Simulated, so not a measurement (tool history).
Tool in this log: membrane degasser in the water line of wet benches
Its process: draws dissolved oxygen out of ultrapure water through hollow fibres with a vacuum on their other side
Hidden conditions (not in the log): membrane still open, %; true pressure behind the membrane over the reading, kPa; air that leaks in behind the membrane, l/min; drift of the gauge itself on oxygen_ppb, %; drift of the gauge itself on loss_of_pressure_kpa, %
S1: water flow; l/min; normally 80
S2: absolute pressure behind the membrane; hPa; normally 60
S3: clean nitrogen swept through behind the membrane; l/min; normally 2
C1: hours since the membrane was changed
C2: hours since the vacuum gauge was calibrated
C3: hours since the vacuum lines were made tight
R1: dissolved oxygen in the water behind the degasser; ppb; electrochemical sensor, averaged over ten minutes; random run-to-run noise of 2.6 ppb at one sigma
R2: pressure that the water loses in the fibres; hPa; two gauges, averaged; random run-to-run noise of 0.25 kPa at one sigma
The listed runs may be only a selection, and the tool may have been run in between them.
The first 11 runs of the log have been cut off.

run    hour   S1     S2    S3    C1    C2    C3     R1      R2
 12   561.7   80     60  0.83  3131  7364  4921  493.1   668.5
 13   631.4   80     60  0.83  3201  7434  4991  489.8   665.1
 14   701.4   80     60  0.83  3271  7504  5061  500.1   668.9
 15   760.5   80     60  0.83  3330  7563  5120  497.8   669.9
 16   822.3   80     60  0.83  3391  7625  5181  500.1   670.8
 17   857.4   80     60  0.83  3427  7660  5217  497.5     668
 18   935.8   72   89.4  5.69  3505  7738  5295  205.5   603.4
 19  1005.9   72   89.4  5.69  3575  7808  5365    208   605.1
 20  1046.5   72   89.4  5.69  3616  7849  5406  208.4   598.8
 21    1099   68   62.4  1.43  3668  7902  5458  325.2   567.6
 22  1166.2   58   62.4  1.42  3735  7969  5525  285.2   482.9
 23    1208   58   47.8   5.4  3777  8011  5567   63.4   485.5
 24    1256   99   59.9  3.29  3825  8059  5615  277.5   823.9
 25    1332   99   59.9  3.29  3901  8135  5691  273.9   825.2
 26    1399   99   59.9  3.29  3968  8202  5758  272.4   828.8
 27  1460.2   97  135.3  3.29  4029  8263  5819  697.3   811.5
 28  1517.1  103  135.3  5.07  4086  8320  5876  539.2     858
 29  1554.2   59   48.4     2  4123  8357  5913  141.6   491.7
 30  1613.4   66     60  3.47  4183  8416  5973    160   548.5
 31  1676.6  117   57.8  1.23  4246  8479  6036  544.9   979.9
 32  1725.4  121     60  0.83  4295  8528  6085    707  1012.6

What if the next run were any one of these 4? Each begins from the tool's condition after run 32:
  A  1786.3  103    60  0.83  4355  8589  6145   ?   ?
  B  1786.3  121  91.3  1.29  4355  8589  6145   ?   ?
  C  1786.3   90   139  2.52  4355  8589  6145   ?   ?
  D  1786.3   68  69.7  1.86  4355  8589  6145   ?   ?

run     R1      R2
  A  628.6   865.5
  B  985.4  1016.6
  C  799.9   756.6
  D    324   570.2
Without the tool's hidden state the same runs would have given:
run     R1     R2
  A  557.3  850.7
  B  927.6  999.3
  C    769  743.7
  D  292.4  560.5
